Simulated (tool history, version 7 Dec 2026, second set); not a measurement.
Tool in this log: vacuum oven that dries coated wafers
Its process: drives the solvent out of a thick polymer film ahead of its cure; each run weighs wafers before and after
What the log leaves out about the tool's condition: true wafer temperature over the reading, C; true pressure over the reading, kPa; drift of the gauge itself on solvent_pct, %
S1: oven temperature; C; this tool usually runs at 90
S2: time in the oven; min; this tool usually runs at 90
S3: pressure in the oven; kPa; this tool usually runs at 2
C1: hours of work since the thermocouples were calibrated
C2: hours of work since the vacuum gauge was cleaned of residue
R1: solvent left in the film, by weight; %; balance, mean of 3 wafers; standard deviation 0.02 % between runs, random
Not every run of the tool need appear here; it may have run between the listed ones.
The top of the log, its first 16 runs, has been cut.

{"run": 17, "hour": 388.4, "S1": 97, "S2": 46, "S3": 7.55, "C1": 639, "C2": 885, "R1": 5.05}
{"run": 18, "hour": 412.0, "S1": 97, "S2": 46, "S3": 7.55, "C1": 654, "C2": 900, "R1": 5.03}
{"run": 19, "hour": 433.9, "S1": 76, "S2": 90, "S3": 2, "C1": 668, "C2": 915, "R1": 8.2}
{"run": 20, "hour": 449.8, "S1": 76, "S2": 90, "S3": 2, "C1": 679, "C2": 925, "R1": 8.23}
{"run": 21, "hour": 486.0, "S1": 76, "S2": 90, "S3": 2, "C1": 702, "C2": 949, "R1": 8.19}
{"run": 22, "hour": 509.5, "S1": 76, "S2": 90, "S3": 2, "C1": 718, "C2": 964, "R1": 8.18}
{"run": 23, "hour": 524.8, "S1": 82, "S2": 53, "S3": 4.67, "C1": 727, "C2": 974, "R1": 9.87}
{"run": 24, "hour": 545.3, "S1": 78, "S2": 157, "S3": 1, "C1": 741, "C2": 987, "R1": 3.34}
{"run": 25, "hour": 574.5, "S1": 88, "S2": 62, "S3": 7.6, "C1": 760, "C2": 1006, "R1": 7.53}
{"run": 26, "hour": 592.6, "S1": 84, "S2": 46, "S3": 1.56, "C1": 771, "C2": 1018, "R1": 8.05}
{"run": 27, "hour": 611.1, "S1": 93, "S2": 131, "S3": 2, "C1": 783, "C2": 1030, "R1": 1.31}
{"run": 28, "hour": 639.8, "S1": 93, "S2": 131, "S3": 2, "C1": 802, "C2": 1048, "R1": 1.31}
{"run": 29, "hour": 661.6, "S1": 90, "S2": 57, "S3": 2, "C1": 816, "C2": 1063, "R1": 4.16}
{"run": 30, "hour": 696.9, "S1": 94, "S2": 90, "S3": 6.64, "C1": 839, "C2": 1085, "R1": 3.83}

Alternative continuations, all from the tool just after run 30; predict every row:
{"run": "A", "hour": 718.0, "S1": 90, "S2": 55, "S3": 2, "C1": 853, "C2": 1099, "R1": "?"}
{"run": "B", "hour": 718.0, "S1": 95, "S2": 90, "S3": 3.24, "C1": 853, "C2": 1099, "R1": "?"}
{"run": "C", "hour": 718.0, "S1": 80, "S2": 82, "S3": 6.72, "C1": 853, "C2": 1099, "R1": "?"}
{"run": "D", "hour": 718.0, "S1": 90, "S2": 66, "S3": 5.51, "C1": 853, "C2": 1099, "R1": "?"}
{"run": "E", "hour": 718.0, "S1": 77, "S2": 80, "S3": 3.76, "C1": 853, "C2": 1099, "R1": "?"}

run=A R1=4.32
run=B R1=2.03
run=C R1=9.71
run=D R1=5.28
run=E R1=9.57
Without the tool's hidden state the same runs would have given:
run=A R1=4.87
run=B R1=2.11
run=C R1=10.42
run=D R1=5.8
run=E R1=10.26

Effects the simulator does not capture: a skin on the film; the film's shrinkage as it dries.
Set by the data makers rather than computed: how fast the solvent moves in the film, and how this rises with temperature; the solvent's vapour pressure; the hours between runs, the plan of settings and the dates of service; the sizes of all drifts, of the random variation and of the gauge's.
